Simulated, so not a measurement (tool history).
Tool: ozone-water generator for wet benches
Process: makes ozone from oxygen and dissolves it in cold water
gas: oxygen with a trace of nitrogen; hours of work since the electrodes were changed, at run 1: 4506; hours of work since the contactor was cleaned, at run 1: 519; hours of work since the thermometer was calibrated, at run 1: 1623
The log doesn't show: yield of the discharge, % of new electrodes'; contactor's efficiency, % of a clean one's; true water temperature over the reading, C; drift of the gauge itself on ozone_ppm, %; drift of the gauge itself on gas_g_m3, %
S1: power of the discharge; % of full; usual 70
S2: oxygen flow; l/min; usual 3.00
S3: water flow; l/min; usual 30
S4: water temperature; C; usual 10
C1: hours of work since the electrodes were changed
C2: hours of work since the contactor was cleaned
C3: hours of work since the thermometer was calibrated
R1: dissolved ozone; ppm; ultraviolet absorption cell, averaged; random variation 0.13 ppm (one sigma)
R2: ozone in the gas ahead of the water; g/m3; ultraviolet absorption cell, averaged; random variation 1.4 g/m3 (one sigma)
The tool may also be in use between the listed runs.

run	hour	S1	S2	S3	S4	C1	C2	C3	R1	R2
1	0.0	70	3.00	30	10	4506	519	1623	13.2	231.3
2	105.6	70	3.00	30	10	4583	596	1700	13.3	227.1
3	191.7	70	3.28	30	10	4645	659	1762	13.7	219.7
4	331.4	70	3.28	30	10	4747	760	1864	13.8	220.2
5	470.0	70	3.28	30	10	4848	861	1965	13.4	221.3
6	652.8	48	2.05	39	10	4981	994	2098	6.6	215.8

Run 7 comes next. What will it give?
7	774.0	70	3.00	30	7	5069	1082	2186	?	?

{"run 7": {"R1": 13.4, "R2": 227.2}}
Without the tool's hidden state the same run would have given R1 15.2 ppm, R2 253.9 g/m3.
